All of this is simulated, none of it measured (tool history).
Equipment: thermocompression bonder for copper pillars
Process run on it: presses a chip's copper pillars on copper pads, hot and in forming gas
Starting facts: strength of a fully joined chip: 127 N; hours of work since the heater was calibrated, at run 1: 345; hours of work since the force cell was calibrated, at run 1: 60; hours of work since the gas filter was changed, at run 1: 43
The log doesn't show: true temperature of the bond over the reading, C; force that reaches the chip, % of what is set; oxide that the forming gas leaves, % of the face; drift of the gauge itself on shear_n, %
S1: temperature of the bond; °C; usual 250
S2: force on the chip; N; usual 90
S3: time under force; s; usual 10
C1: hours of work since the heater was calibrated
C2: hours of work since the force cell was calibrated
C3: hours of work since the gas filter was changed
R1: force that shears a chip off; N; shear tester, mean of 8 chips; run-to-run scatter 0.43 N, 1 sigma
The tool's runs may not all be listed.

Run 1, hour 0: usual settings; C1 345; C2 60; C3 43. Result: R1 58.7 N.
Run 2, hour 14.5: usual settings but S2 64 N; C1 354; C2 68; C3 51. Result: R1 43 N.
Run 3, hour 27.2: usual settings; C1 361; C2 75; C3 58. Result: R1 57.5 N.
Run 4, hour 40.9: usual settings; C1 368; C2 83; C3 66. Result: R1 57.4 N.
Run 5, hour 56.1: usual settings; C1 377; C2 92; C3 74. Result: R1 57.9 N.
Run 6, hour 64.6: usual settings but S2 76 N; C1 382; C2 96; C3 79. Result: R1 49.5 N.
Run 7, hour 77: usual settings; C1 389; C2 103; C3 86. Result: R1 56.9 N.
Run 8, hour 86.4: usual settings but S2 128 N; C1 394; C2 109; C3 91. Result: R1 74 N.
Run 9, hour 95.4: usual settings but S2 128 N; C1 399; C2 114; C3 96. Result: R1 73.9 N.
Run 10, hour 112.5: usual settings but S3 5 s; C1 409; C2 123; C3 106. Result: R1 42.8 N.
Run 11, hour 129.5: usual settings; C1 418; C2 133; C3 116. Result: R1 56.3 N.
Run 12, hour 140.7: usual settings but S1 256 °C; C1 424; C2 139; C3 122. Result: R1 60.7 N.
Run 13, hour 153.3: usual settings; C1 431; C2 146; C3 129. Result: R1 56 N.

Expected results for the next run?
Run 14, hour 164.8: usual settings; C1 438; C2 153; C3 135. Result: R1 ?.

R1: 55.5 N
If the tool had no hidden condition, the same run with the same run-to-run variation would have returned R1 61.5 N.
